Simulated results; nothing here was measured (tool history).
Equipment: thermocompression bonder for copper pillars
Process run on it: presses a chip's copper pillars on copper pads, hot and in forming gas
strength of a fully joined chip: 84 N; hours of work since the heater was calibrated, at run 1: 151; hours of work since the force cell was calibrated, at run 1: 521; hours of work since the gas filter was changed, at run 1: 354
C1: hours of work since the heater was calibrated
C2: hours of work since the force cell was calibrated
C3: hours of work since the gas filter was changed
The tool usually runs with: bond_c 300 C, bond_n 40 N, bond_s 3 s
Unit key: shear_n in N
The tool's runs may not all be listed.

Run 1, hour 0.0: usual settings; C1 151; C2 521; C3 354. Result: shear_n 29.3 N.
At hour 26.5: forming gas filter changed.
Run 2, hour 59.4: usual settings; C1 198; C2 568; C3 26. Result: shear_n 29.4 N.
Run 3, hour 107.0: usual settings; C1 236; C2 606; C3 64. Result: shear_n 29.7 N.
Run 4, hour 140.6: usual settings; C1 263; C2 633; C3 91. Result: shear_n 29.5 N.
Run 5, hour 204.5: usual settings but bond_c 272 C; C1 313; C2 684; C3 142. Result: shear_n 19.9 N.
Run 6, hour 269.8: usual settings; C1 365; C2 736; C3 194. Result: shear_n 29.5 N.
Run 7, hour 341.1: usual settings; C1 422; C2 792; C3 250. Result: shear_n 29.7 N.
Run 8, hour 394.5: usual settings; C1 465; C2 835; C3 293. Result: shear_n 29.6 N.
Run 9, hour 470.9: usual settings; C1 525; C2 896; C3 354. Result: shear_n 29.7 N.
At hour 491.9: forming gas filter changed.
Run 10, hour 509.2: usual settings; C1 555; C2 926; C3 14. Result: shear_n 29.5 N.
At hour 543.6: heater calibrated with a thermocouple chip.
Run 11, hour 583.2: usual settings; C1 31; C2 983; C3 71. Result: shear_n 29.6 N.
Run 12, hour 659.3: usual settings but bond_n 42 N; C1 92; C2 1044; C3 132. Result: shear_n 30.9 N.
Run 13, hour 701.6: usual settings; C1 126; C2 1077; C3 165. Result: shear_n 29.6 N.
Run 14, hour 741.3: usual settings; C1 157; C2 1109; C3 197. Result: shear_n 29.8 N.
Run 15, hour 773.8: usual settings; C1 183; C2 1135; C3 223. Result: shear_n 29.5 N.
Run 16, hour 845.6: usual settings; C1 240; C2 1192; C3 280. Result: shear_n 30.0 N.
Run 17, hour 910.0: usual settings; C1 292; C2 1243; C3 331. Result: shear_n 29.7 N.
At hour 962.0: forming gas filter changed.
Run 18, hour 984.9: usual settings; C1 351; C2 1302; C3 18. Result: shear_n 29.7 N.
At hour 998.0: force cell calibrated.
Run 19, hour 1018.9: usual settings but bond_n 30 N; C1 377; C2 17; C3 44. Result: shear_n 22.4 N.
Run 20, hour 1079.7: usual settings but bond_n 30 N; C1 425; C2 65; C3 93. Result: shear_n 22.2 N.
Run 21, hour 1136.9: usual settings but bond_n 30 N, bond_s 2 s; C1 470; C2 110; C3 138. Result: shear_n 18.7 N.
Run 22, hour 1190.5: usual settings but bond_n 30 N, bond_s 2 s; C1 513; C2 153; C3 181. Result: shear_n 18.8 N.
Run 23, hour 1259.4: usual settings but bond_c 296 C, bond_n 26 N; C1 568; C2 208; C3 235. Result: shear_n 18.1 N.
At hour 1277.7: heater calibrated with a thermocouple chip.
Run 24, hour 1299.2: usual settings but bond_c 275 C, bond_s 2 s; C1 17; C2 238; C3 266. Result: shear_n 17.4 N.
Run 25, hour 1354.5: usual settings but bond_c 327 C, bond_n 53 N, bond_s 8 s; C1 61; C2 282; C3 310. Result: shear_n 64.9 N.
Run 26, hour 1424.2: usual settings but bond_c 305 C, bond_n 46 N; C1 117; C2 338; C3 365. Result: shear_n 35.5 N.
At hour 1436.0: forming gas filter changed.
Run 27, hour 1480.8: usual settings but bond_c 305 C, bond_n 46 N; C1 161; C2 382; C3 36. Result: shear_n 35.9 N.
Run 28, hour 1530.3: usual settings but bond_c 271 C, bond_n 47 N; C1 201; C2 422; C3 75. Result: shear_n 23.2 N.
Run 29, hour 1574.5: usual settings but bond_c 305 C, bond_n 32 N, bond_s 5 s; C1 236; C2 457; C3 110. Result: shear_n 31.2 N.
Run 30, hour 1630.6: usual settings but bond_c 326 C, bond_n 34 N, bond_s 5 s; C1 280; C2 501; C3 155. Result: shear_n 41.7 N.
Run 31, hour 1707.4: usual settings but bond_c 288 C, bond_n 33 N; C1 342; C2 563; C3 216. Result: shear_n 20.6 N.
Run 32, hour 1780.1: usual settings but bond_c 288 C, bond_n 33 N; C1 399; C2 620; C3 274. Result: shear_n 20.7 N.
Run 33, hour 1831.2: usual settings but bond_c 326 C, bond_n 39 N, bond_s 2 s; C1 440; C2 661; C3 315. Result: shear_n 34.1 N.
Run 34, hour 1870.3: usual settings but bond_c 326 C, bond_n 39 N, bond_s 2 s; C1 471; C2 692; C3 346. Result: shear_n 33.7 N.
At hour 1901.2: forming gas filter changed.
Run 35, hour 1905.0: usual settings but bond_c 326 C, bond_n 39 N, bond_s 7 s; C1 498; C2 719; C3 3. Result: shear_n 52.5 N.
Run 36, hour 1946.6: usual settings but bond_n 55 N; C1 531; C2 752; C3 36. Result: shear_n 39.7 N.
At hour 2009.0: heater calibrated with a thermocouple chip.
Run 37, hour 2012.1: usual settings but bond_c 304 C, bond_n 27 N; C1 2; C2 803; C3 87. Result: shear_n 21.0 N.
Run 38, hour 2055.7: usual settings but bond_c 304 C, bond_n 30 N; C1 37; C2 838; C3 121. Result: shear_n 23.6 N.
Run 39, hour 2114.1: usual settings but bond_c 305 C, bond_n 38 N, bond_s 2 s; C1 84; C2 884; C3 168. Result: shear_n 25.6 N.

Branching from run 39: 4 alternative next runs. What would each branch give?
Run A, hour 2159.0: usual settings but bond_c 305 C, bond_n 38 N, bond_s 5 s; C1 119; C2 920; C3 204. Result: shear_n ?.
Run B, hour 2159.0: usual settings but bond_c 313 C, bond_s 6 s; C1 119; C2 920; C3 204. Result: shear_n ?.
Run C, hour 2159.0: usual settings but bond_c 313 C; C1 119; C2 920; C3 204. Result: shear_n ?.
Run D, hour 2159.0: usual settings but bond_c 302 C, bond_n 38 N, bond_s 7 s; C1 119; C2 920; C3 204. Result: shear_n ?.

run  shear_n
  A     36.6
  B     44.3
  C     34.8
  D     39.8
Stripped of hidden state, with their random variation kept, the same runs would have yielded:
run  shear_n
  A     36.6
  B     44.3
  C     34.8
  D     39.8

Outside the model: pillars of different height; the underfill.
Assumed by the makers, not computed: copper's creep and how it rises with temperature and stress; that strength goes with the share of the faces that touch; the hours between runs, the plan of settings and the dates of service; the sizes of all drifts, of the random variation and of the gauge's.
